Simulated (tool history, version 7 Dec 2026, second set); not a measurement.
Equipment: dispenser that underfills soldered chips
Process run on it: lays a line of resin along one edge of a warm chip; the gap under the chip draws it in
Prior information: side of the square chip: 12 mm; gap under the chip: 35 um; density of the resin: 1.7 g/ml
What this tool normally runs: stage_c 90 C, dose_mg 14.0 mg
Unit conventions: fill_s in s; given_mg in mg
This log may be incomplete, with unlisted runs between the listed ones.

Run 1, day 0.000: usual settings. Result: fill_s 315.1 s, given_mg 13.77 mg.
Run 2, day 0.271: usual settings. Result: fill_s 407.8 s, given_mg 13.70 mg.
At day 0.371: new syringe of resin.
Run 3, day 0.546: usual settings. Result: fill_s 334.9 s, given_mg 13.74 mg.
At day 0.862: new syringe of resin.
Run 4, day 0.875: usual settings. Result: fill_s 287.2 s, given_mg 13.61 mg.
Run 5, day 1.038: usual settings but dose_mg 14.8 mg. Result: fill_s 337.7 s, given_mg 14.38 mg.
Run 6, day 1.221: usual settings but stage_c 83 C. Result: fill_s 514.5 s, given_mg 13.59 mg.
At day 1.338: new syringe of resin.
Run 7, day 1.554: usual settings but stage_c 83 C. Result: fill_s 443.3 s, given_mg 13.54 mg.
Run 8, day 1.775: usual settings but stage_c 83 C. Result: fill_s 545.3 s, given_mg 13.58 mg.
At day 1.833: new syringe of resin.
Run 9, day 1.975: usual settings but stage_c 83 C. Result: fill_s 424.4 s, given_mg 13.54 mg.
Run 10, day 2.171: usual settings but stage_c 83 C. Result: fill_s 502.9 s, given_mg 13.54 mg.
At day 2.325: new syringe of resin.
Run 11, day 2.458: usual settings. Result: fill_s 319.1 s, given_mg 13.49 mg.
Run 12, day 2.754: usual settings. Result: fill_s 416.5 s, given_mg 13.47 mg.
At day 2.812: new syringe of resin.
At day 3.050: dispensing valve cleaned and set on the balance.
Run 13, day 3.112: usual settings but stage_c 96 C, dose_mg 13.6 mg. Result: fill_s 282.7 s, given_mg 13.62 mg.
At day 3.338: new syringe of resin.
Run 14, day 3.408: usual settings but stage_c 96 C, dose_mg 13.6 mg. Result: fill_s 245.7 s, given_mg 13.57 mg.
Run 15, day 3.542: usual settings but stage_c 96 C, dose_mg 13.6 mg. Result: fill_s 275.0 s, given_mg 13.53 mg.
Run 16, day 3.792: usual settings but stage_c 94 C, dose_mg 12.2 mg. Result: fill_s 375.0 s, given_mg 12.20 mg.
At day 3.829: new syringe of resin.
Run 17, day 4.058: usual settings but stage_c 94 C, dose_mg 12.2 mg. Result: fill_s 302.6 s, given_mg 12.21 mg.
Run 18, day 4.200: usual settings but stage_c 97 C, dose_mg 15.0 mg. Result: fill_s 300.1 s, given_mg 14.93 mg.
At day 4.321: new syringe of resin.
Run 19, day 4.358: usual settings but stage_c 81 C, dose_mg 14.5 mg. Result: fill_s 413.8 s, given_mg 14.43 mg.
Run 20, day 4.546: usual settings but stage_c 104 C, dose_mg 13.9 mg. Result: fill_s 202.6 s, given_mg 13.84 mg.
At day 4.804: new syringe of resin.
Run 21, day 4.821: usual settings but stage_c 104 C, dose_mg 13.9 mg. Result: fill_s 166.6 s, given_mg 13.74 mg.
Run 22, day 5.054: usual settings but stage_c 104 C, dose_mg 13.1 mg. Result: fill_s 207.1 s, given_mg 13.01 mg.
Run 23, day 5.188: usual settings but stage_c 92 C, dose_mg 15.5 mg. Result: fill_s 355.4 s, given_mg 15.33 mg.
At day 5.300: new syringe of resin.
Run 24, day 5.521: usual settings but stage_c 83 C, dose_mg 14.5 mg. Result: fill_s 446.3 s, given_mg 14.35 mg.

Consider 5 possible next runs. They are alternatives, not a sequence: every one starts from the tool as it was left by run 24. What does each give?
Run A, day 5.712: usual settings but stage_c 103 C, dose_mg 15.3 mg. Result: fill_s ?, given_mg ?.
Run B, day 5.712: usual settings but stage_c 76 C, dose_mg 15.0 mg. Result: fill_s ?, given_mg ?.
Run C, day 5.712: usual settings but stage_c 103 C, dose_mg 12.4 mg. Result: fill_s ?, given_mg ?.
Run D, day 5.712: usual settings but stage_c 78 C, dose_mg 12.9 mg. Result: fill_s ?, given_mg ?.
Run E, day 5.712: usual settings but stage_c 89 C. Result: fill_s ?, given_mg ?.

run  fill_s  given_mg
  A   244.1     15.07
  B   686.7     14.82
  C   250.5     12.30
  D   648.7     12.69
  E   413.3     13.81
Take away the tool's hidden state, keep each run's random variation, and the runs would have read:
run  fill_s  given_mg
  A   177.9     15.27
  B   503.5     15.01
  C   182.2     12.46
  D   474.9     12.85
  E   302.0     13.98
